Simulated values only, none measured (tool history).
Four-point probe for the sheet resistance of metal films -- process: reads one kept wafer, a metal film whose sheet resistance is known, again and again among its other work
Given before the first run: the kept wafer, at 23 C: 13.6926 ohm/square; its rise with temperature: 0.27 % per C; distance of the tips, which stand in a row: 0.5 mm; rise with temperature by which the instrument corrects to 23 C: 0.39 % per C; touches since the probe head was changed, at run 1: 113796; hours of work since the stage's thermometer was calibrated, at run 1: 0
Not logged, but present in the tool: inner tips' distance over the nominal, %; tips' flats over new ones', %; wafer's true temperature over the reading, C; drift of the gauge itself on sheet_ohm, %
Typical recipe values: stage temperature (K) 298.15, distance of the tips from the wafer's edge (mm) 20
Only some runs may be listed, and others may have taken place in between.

run	hour	stage temperature (K)	distance of the tips from the wafer's edge (mm)	touches since the probe head was changed	hours of work since the stage's thermometer was calibrated	sheet resistance as the instrument gives it (ohm/square)
1	0.0	298.15	20	113796	0	13.693853
2	87.6	302.15	20	117247	50	13.628268
3	208.8	302.15	20	122022	120	13.627872
4	276.1	302.15	20	124675	158	13.629991
5	345.5	302.15	20	127410	198	13.631063
6	409.9	296.15	20	129947	235	13.730761
7	531.7	296.15	23	134747	305	13.728932
8	648.3	296.15	23	139345	371	13.735017
9	705.0	296.15	23	141576	404	13.729929
10	759.9	296.15	23	143742	435	13.732876
11	855.9	301.15	17	147522	490	13.663195
# hour 982.0: new probe head fitted
12	982.2	300.15	22	10	562	13.630293
13	1061.7	300.15	22	3144	608	13.638331
14	1125.8	300.15	22	5668	644	13.637933
15	1207.7	296.15	7	8895	691	13.737821
16	1318.2	299.15	10	13251	755	13.670496
17	1410.2	299.15	10	16876	807	13.671140
18	1498.8	306.15	30	20368	858	13.550213

For run 19, what comes out?
19	1562.4	306.15	30	22875	895	?

sheet resistance as the instrument gives it (ohm/square): 13.551966
Had the tool carried no hidden state, the very same run would have given sheet resistance as the instrument gives it (ohm/square) 13.537261.
